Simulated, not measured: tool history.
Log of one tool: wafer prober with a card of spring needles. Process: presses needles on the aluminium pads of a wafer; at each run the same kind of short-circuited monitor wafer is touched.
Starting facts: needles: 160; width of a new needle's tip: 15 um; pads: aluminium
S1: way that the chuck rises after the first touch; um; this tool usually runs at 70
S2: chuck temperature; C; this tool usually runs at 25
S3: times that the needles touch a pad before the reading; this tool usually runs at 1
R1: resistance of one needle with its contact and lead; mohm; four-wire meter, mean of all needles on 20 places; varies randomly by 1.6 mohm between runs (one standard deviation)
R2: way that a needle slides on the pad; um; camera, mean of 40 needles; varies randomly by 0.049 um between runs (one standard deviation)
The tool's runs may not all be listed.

Run 1, hour 0: usual settings. Result: R1 161 mohm, R2 15.01 um.
At hour 11.7: tips cleaned on abrasive film.
At hour 21.1: tips cleaned on abrasive film.
At hour 30.5: tips cleaned on abrasive film.
At hour 39.9: tips cleaned on abrasive film.
At hour 49.3: tips cleaned on abrasive film.
At hour 58.7: tips cleaned on abrasive film.
At hour 70.5: tips cleaned on abrasive film.
At hour 79.9: tips cleaned on abrasive film.
At hour 89.3: tips cleaned on abrasive film.
At hour 94.2: height of the first contact set anew.
Run 2, hour 94.6: usual settings. Result: R1 166 mohm, R2 14.82 um.
At hour 99.4: tips cleaned on abrasive film.
At hour 108.8: tips cleaned on abrasive film.
At hour 118.2: tips cleaned on abrasive film.
At hour 127.6: tips cleaned on abrasive film.
At hour 137: tips cleaned on abrasive film.
At hour 148.1: tips cleaned on abrasive film.
Run 3, hour 148.1: usual settings but S3 2. Result: R1 159 mohm, R2 14.84 um.
At hour 157.5: tips cleaned on abrasive film.
At hour 166.9: tips cleaned on abrasive film.
At hour 176.3: tips cleaned on abrasive film.
At hour 185.7: tips cleaned on abrasive film.
At hour 197.4: tips cleaned on abrasive film.
Run 4, hour 206.1: usual settings but S3 2. Result: R1 162 mohm, R2 14.67 um.
At hour 208.5: tips cleaned on abrasive film.
At hour 217.9: tips cleaned on abrasive film.
At hour 227.3: tips cleaned on abrasive film.
At hour 236.7: tips cleaned on abrasive film.
At hour 246.1: tips cleaned on abrasive film.
At hour 255.5: tips cleaned on abrasive film.
At hour 264.9: tips cleaned on abrasive film.
At hour 276.7: tips cleaned on abrasive film.
At hour 288.4: tips cleaned on abrasive film.
Run 5, hour 294.7: usual settings but S3 2. Result: R1 168 mohm, R2 14.61 um.
At hour 299.5: tips cleaned on abrasive film.
At hour 308.9: tips cleaned on abrasive film.
At hour 318.3: tips cleaned on abrasive film.
At hour 327.7: tips cleaned on abrasive film.
At hour 337.1: tips cleaned on abrasive film.
At hour 346.5: tips cleaned on abrasive film.
At hour 355.9: tips cleaned on abrasive film.
At hour 365.3: tips cleaned on abrasive film.
At hour 374.7: tips cleaned on abrasive film.
At hour 384.1: tips cleaned on abrasive film.
At hour 396.1: card fitted with new needles.
Run 6, hour 398.1: usual settings but S3 2. Result: R1 163 mohm, R2 15.51 um.
At hour 407.5: tips cleaned on abrasive film.
At hour 419.3: tips cleaned on abrasive film.
At hour 428.7: tips cleaned on abrasive film.
At hour 438.1: tips cleaned on abrasive film.
At hour 449.8: tips cleaned on abrasive film.
At hour 461.5: tips cleaned on abrasive film.
At hour 470.9: tips cleaned on abrasive film.
At hour 482.7: tips cleaned on abrasive film.
At hour 492.1: tips cleaned on abrasive film.
Run 7, hour 496.4: usual settings but S3 2. Result: R1 162 mohm, R2 15.39 um.
At hour 503.5: tips cleaned on abrasive film.
At hour 512.9: tips cleaned on abrasive film.
At hour 522.3: tips cleaned on abrasive film.
At hour 534: tips cleaned on abrasive film.
At hour 543.4: tips cleaned on abrasive film.
At hour 555.2: tips cleaned on abrasive film.
At hour 566.9: tips cleaned on abrasive film.
At hour 576.3: tips cleaned on abrasive film.
Run 8, hour 577.2: usual settings. Result: R1 163 mohm, R2 15.28 um.
At hour 586.6: tips cleaned on abrasive film.
At hour 596: tips cleaned on abrasive film.
At hour 607.7: tips cleaned on abrasive film.
At hour 617.1: tips cleaned on abrasive film.
At hour 628.9: tips cleaned on abrasive film.
At hour 640.6: tips cleaned on abrasive film.
At hour 650.2: height of the first contact set anew, once more.
At hour 650.3: tips cleaned on abrasive film.
At hour 659.7: tips cleaned on abrasive film.
At hour 671.5: tips cleaned on abrasive film.
Run 9, hour 677.7: usual settings. Result: R1 169 mohm, R2 15.44 um.
At hour 682.5: tips cleaned on abrasive film.
At hour 691.9: tips cleaned on abrasive film.
At hour 701.3: tips cleaned on abrasive film.
At hour 713: tips cleaned on abrasive film.
At hour 724.8: tips cleaned on abrasive film.
At hour 734.2: tips cleaned on abrasive film.
At hour 745.9: tips cleaned on abrasive film.
At hour 757.7: tips cleaned on abrasive film.
Run 10, hour 766: usual settings but S2 106 C. Result: R1 185 mohm, R2 15.4 um.
At hour 768.4: tips cleaned on abrasive film.
At hour 780.2: tips cleaned on abrasive film.
At hour 789.6: tips cleaned on abrasive film.
At hour 799: tips cleaned on abrasive film.
At hour 808.4: tips cleaned on abrasive film.
At hour 817.8: tips cleaned on abrasive film.
Run 11, hour 822: usual settings but S1 83 um, S2 90 C. Result: R1 175 mohm, R2 18.17 um.
At hour 829.1: tips cleaned on abrasive film.
At hour 840.8: tips cleaned on abrasive film.
At hour 852.6: tips cleaned on abrasive film.
At hour 864.3: tips cleaned on abrasive film.
At hour 873.7: tips cleaned on abrasive film.
At hour 883.1: tips cleaned on abrasive film.
Run 12, hour 890.6: usual settings but S1 69 um, S2 28 C, S3 2. Result: R1 163 mohm, R2 14.97 um.
At hour 893: tips cleaned on abrasive film.
At hour 902.4: tips cleaned on abrasive film.
At hour 911.8: tips cleaned on abrasive film.
At hour 921.2: tips cleaned on abrasive film.
At hour 932.9: tips cleaned on abrasive film.
At hour 942.3: tips cleaned on abrasive film.
At hour 954.1: tips cleaned on abrasive film.
At hour 965.8: tips cleaned on abrasive film.
Run 13, hour 969: usual settings but S1 69 um, S2 28 C, S3 2. Result: R1 164 mohm, R2 14.9 um.
At hour 976: tips cleaned on abrasive film.
At hour 985.5: tips cleaned on abrasive film.
At hour 994.9: tips cleaned on abrasive film.
At hour 1006.6: tips cleaned on abrasive film.
At hour 1016: tips cleaned on abrasive film.
At hour 1025.4: tips cleaned on abrasive film.
At hour 1034.8: tips cleaned on abrasive film.
At hour 1044.2: tips cleaned on abrasive film.
Run 14, hour 1046.4: usual settings but S1 69 um, S2 36 C, S3 2. Result: R1 163 mohm, R2 14.82 um.
At hour 1055.8: tips cleaned on abrasive film.
At hour 1065.2: tips cleaned on abrasive film.
At hour 1077: tips cleaned on abrasive film.
At hour 1086.4: tips cleaned on abrasive film.
At hour 1098.1: tips cleaned on abrasive film.
At hour 1109.9: tips cleaned on abrasive film.
At hour 1117.1: height of the first contact set anew.
At hour 1121.9: tips cleaned on abrasive film.
At hour 1133.6: tips cleaned on abrasive film.
Run 15, hour 1140.6: usual settings but S1 84 um, S3 2. Result: R1 162 mohm, R2 18.59 um.
At hour 1145.3: tips cleaned on abrasive film.
At hour 1157.1: tips cleaned on abrasive film.
At hour 1166.5: tips cleaned on abrasive film.
At hour 1178.2: tips cleaned on abrasive film.
At hour 1189.9: tips cleaned on abrasive film.
At hour 1199.4: tips cleaned on abrasive film.
Run 16, hour 1202.7: usual settings but S2 76 C, S3 2. Result: R1 171 mohm, R2 15.4 um.
At hour 1209.8: tips cleaned on abrasive film.
At hour 1221.5: tips cleaned on abrasive film.
At hour 1230.9: tips cleaned on abrasive film.
At hour 1240.4: tips cleaned on abrasive film.
At hour 1249.8: tips cleaned on abrasive film.
At hour 1259.2: tips cleaned on abrasive film.
At hour 1268.6: tips cleaned on abrasive film.
At hour 1278: tips cleaned on abrasive film.
At hour 1287.4: tips cleaned on abrasive film.
Run 17, hour 1291.8: usual settings but S1 54 um, S2 34 C. Result: R1 174 mohm, R2 11.8 um.
At hour 1298.9: tips cleaned on abrasive film.
At hour 1308.3: tips cleaned on abrasive film.
At hour 1320: tips cleaned on abrasive film.
At hour 1331.8: tips cleaned on abrasive film.
At hour 1341.2: tips cleaned on abrasive film.
At hour 1352.9: tips cleaned on abrasive film.
At hour 1362.3: tips cleaned on abrasive film.
At hour 1374.1: tips cleaned on abrasive film.
Run 18, hour 1376.2: usual settings but S1 54 um, S2 34 C. Result: R1 168 mohm, R2 11.67 um.
At hour 1385.6: tips cleaned on abrasive film.
At hour 1397.3: tips cleaned on abrasive film.
At hour 1406.7: tips cleaned on abrasive film.
At hour 1416.1: tips cleaned on abrasive film.
At hour 1427.9: tips cleaned on abrasive film.
At hour 1439.6: tips cleaned on abrasive film.
Run 19, hour 1441.7: usual settings but S1 63 um, S2 34 C. Result: R1 167 mohm, R2 13.56 um.

Here are 4 independent what-if runs from the current tool condition. What would each one return?
At hour 1451.1: tips cleaned on abrasive film.
At hour 1460.5: tips cleaned on abrasive film.
At hour 1469.9: tips cleaned on abrasive film.
At hour 1481.7: tips cleaned on abrasive film.
At hour 1493.4: tips cleaned on abrasive film.
At hour 1502.8: tips cleaned on abrasive film.
Run A, hour 1507: usual settings but S1 54 um, S2 115 C, S3 2. Result: R1 ?, R2 ?.
At hour 1451.1: tips cleaned on abrasive film.
At hour 1460.5: tips cleaned on abrasive film.
At hour 1469.9: tips cleaned on abrasive film.
At hour 1481.7: tips cleaned on abrasive film.
At hour 1493.4: tips cleaned on abrasive film.
At hour 1502.8: tips cleaned on abrasive film.
Run B, hour 1507: usual settings but S1 59 um, S2 51 C. Result: R1 ?, R2 ?.
At hour 1451.1: tips cleaned on abrasive film.
At hour 1460.5: tips cleaned on abrasive film.
At hour 1469.9: tips cleaned on abrasive film.
At hour 1481.7: tips cleaned on abrasive film.
At hour 1493.4: tips cleaned on abrasive film.
At hour 1502.8: tips cleaned on abrasive film.
Run C, hour 1507: usual settings but S1 86 um. Result: R1 ?, R2 ?.
At hour 1451.1: tips cleaned on abrasive film.
At hour 1460.5: tips cleaned on abrasive film.
At hour 1469.9: tips cleaned on abrasive film.
At hour 1481.7: tips cleaned on abrasive film.
At hour 1493.4: tips cleaned on abrasive film.
At hour 1502.8: tips cleaned on abrasive film.
Run D, hour 1507: usual settings but S1 60 um, S2 48 C. Result: R1 ?, R2 ?.

run   R1     R2
  A  181  11.55
  B  172  12.66
  C  163  18.62
  D  173  12.89
Without the tool's hidden state the same runs would have given:
run   R1     R2
  A  176  11.96
  B  165  13.08
  C  159  19.03
  D  165  13.31

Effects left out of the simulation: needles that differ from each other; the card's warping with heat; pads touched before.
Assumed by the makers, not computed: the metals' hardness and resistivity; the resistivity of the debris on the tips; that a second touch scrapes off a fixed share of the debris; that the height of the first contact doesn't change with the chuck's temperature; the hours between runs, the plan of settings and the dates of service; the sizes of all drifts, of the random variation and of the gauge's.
